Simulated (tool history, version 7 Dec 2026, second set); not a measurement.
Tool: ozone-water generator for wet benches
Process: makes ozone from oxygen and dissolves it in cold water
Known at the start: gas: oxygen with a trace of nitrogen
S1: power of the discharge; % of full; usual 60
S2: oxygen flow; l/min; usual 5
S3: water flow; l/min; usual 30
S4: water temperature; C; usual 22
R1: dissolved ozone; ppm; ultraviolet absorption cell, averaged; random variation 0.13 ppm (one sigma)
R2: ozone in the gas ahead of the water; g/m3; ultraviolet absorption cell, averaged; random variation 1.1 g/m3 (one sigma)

| run | hour | S1 | S2 | S3 | S4 | R1 | R2 |
|---|---|---|---|---|---|---|---|
| 1 | 0 | 60 | 5 | 30 | 22 | 13.9 | 198.5 |
| 2 | 81.2 | 60 | 5 | 30 | 18 | 14.3 | 196.5 |
| 3 | 154.6 | 60 | 5 | 30 | 18 | 14.2 | 195.7 |
| 4 | 218.7 | 48 | 5 | 30 | 18 | 12.2 | 167.1 |
| 5 | 269.1 | 48 | 5 | 30 | 18 | 12.1 | 166.7 |
| 6 | 326 | 48 | 5 | 30 | 18 | 12.1 | 166.1 |
| 7 | 394.7 | 48 | 2.93 | 30 | 18 | 9.7 | 201.5 |
| 8 | 473.7 | 45 | 5 | 30 | 22 | 11 | 156.3 |
| 9 | 550 | 60 | 5 | 30 | 22 | 13.7 | 194.4 |
| 10 | 628.9 | 60 | 5 | 30 | 22 | 13.4 | 194.4 |
| 11 | 698.9 | 60 | 5.96 | 30 | 22 | 13.9 | 182 |
| 12 | 775 | 60 | 5.96 | 30 | 22 | 14 | 181.3 |
| 13 | 832.6 | 60 | 5.96 | 30 | 22 | 13.7 | 181.9 |
| 14 | 870.2 | 60 | 5.96 | 30 | 22 | 13.9 | 180.5 |
| 15 | 921.1 | 60 | 5.96 | 30 | 22 | 13.7 | 182.4 |
| 16 | 971.5 | 60 | 5.96 | 30 | 22 | 13.9 | 180.7 |
| 17 | 1033.4 | 60 | 5 | 30 | 19 | 13.7 | 192.1 |
| 18 | 1080.7 | 60 | 5 | 30 | 19 | 13.8 | 194.5 |
| 19 | 1144.1 | 60 | 5 | 30 | 19 | 13.6 | 191.6 |
| 20 | 1225 | 60 | 5 | 30 | 19 | 13.7 | 190.9 |
| 21 | 1283.2 | 60 | 5 | 30 | 19 | 13.7 | 193.3 |
| 22 | 1337.6 | 44 | 5 | 30 | 27 | 9.8 | 153.8 |
| 23 | 1392 | 79 | 2.86 | 19 | 15 | 22.1 | 287.5 |
| 24 | 1429.9 | 60 | 4.79 | 46 | 22 | 8.4 | 193.3 |
| 25 | 1466.3 | 98 | 5.17 | 22 | 22 | 24.2 | 267.3 |
| 26 | 1541.2 | 49 | 5.82 | 30 | 22 | 11.7 | 155.9 |
| 27 | 1617.2 | 60 | 5 | 36 | 22 | 11 | 190.7 |
|  | 1646.6 | water thermometer calibrated |
| 28 | 1682 | 60 | 5.18 | 22 | 24 | 16.7 | 187 |
| 29 | 1717.4 | 60 | 5.18 | 22 | 24 | 16.6 | 189.9 |
| 30 | 1788.7 | 49 | 5 | 27 | 22 | 12.1 | 164.8 |
| 31 | 1833.5 | 49 | 5 | 27 | 22 | 12.5 | 164 |
| 32 | 1903.7 | 49 | 5 | 30 | 17 | 12 | 164.4 |
| 33 | 1945.5 | 84 | 5 | 31 | 22 | 15.9 | 239.4 |

Measured less the same run without the tool's hidden state. The same run-to-run variation is in both; the gauge's scatter may not be:
The hidden state here: yield of the discharge, % of new electrodes'; contactor's efficiency, % of a clean one's; true water temperature over the reading, C; drift of the gauge itself on ozone_ppm, %; drift of the gauge itself on gas_g_m3, %.
| run | R1 | R2 |
|---|---|---|
| 1 | -0.9 | -8.5 |
| 2 | -0.9 | -8.6 |
| 3 | -1 | -8.9 |
| 4 | -0.8 | -6.3 |
| 5 | -0.8 | -6.4 |
| 6 | -0.8 | -6.5 |
| 7 | -0.7 | -8.2 |
| 8 | -0.8 | -6.1 |
| 9 | -1.1 | -10.4 |
| 10 | -1.1 | -10.7 |
| 11 | -1.2 | -10.3 |
| 12 | -1.3 | -10.5 |
| 13 | -1.3 | -10.7 |
| 14 | -1.3 | -10.8 |
| 15 | -1.3 | -11.1 |
| 16 | -1.3 | -11.2 |
| 17 | -1.4 | -12.2 |
| 18 | -1.4 | -12.4 |
| 19 | -1.4 | -12.6 |
| 20 | -1.5 | -12.8 |
| 21 | -1.5 | -13.1 |
| 22 | -0.9 | -7.9 |
| 23 | -2.7 | -25 |
| 24 | -1 | -13.8 |
| 25 | -3.5 | -27.5 |
| 26 | -1.2 | -9.5 |
| 27 | -1.4 | -14.3 |
| 28 | -2 | -14.3 |
| 29 | -2 | -14.6 |
| 30 | -1.4 | -10.7 |
| 31 | -1.4 | -10.9 |
| 32 | -1.3 | -11.1 |
| 33 | -2.5 | -25.5 |

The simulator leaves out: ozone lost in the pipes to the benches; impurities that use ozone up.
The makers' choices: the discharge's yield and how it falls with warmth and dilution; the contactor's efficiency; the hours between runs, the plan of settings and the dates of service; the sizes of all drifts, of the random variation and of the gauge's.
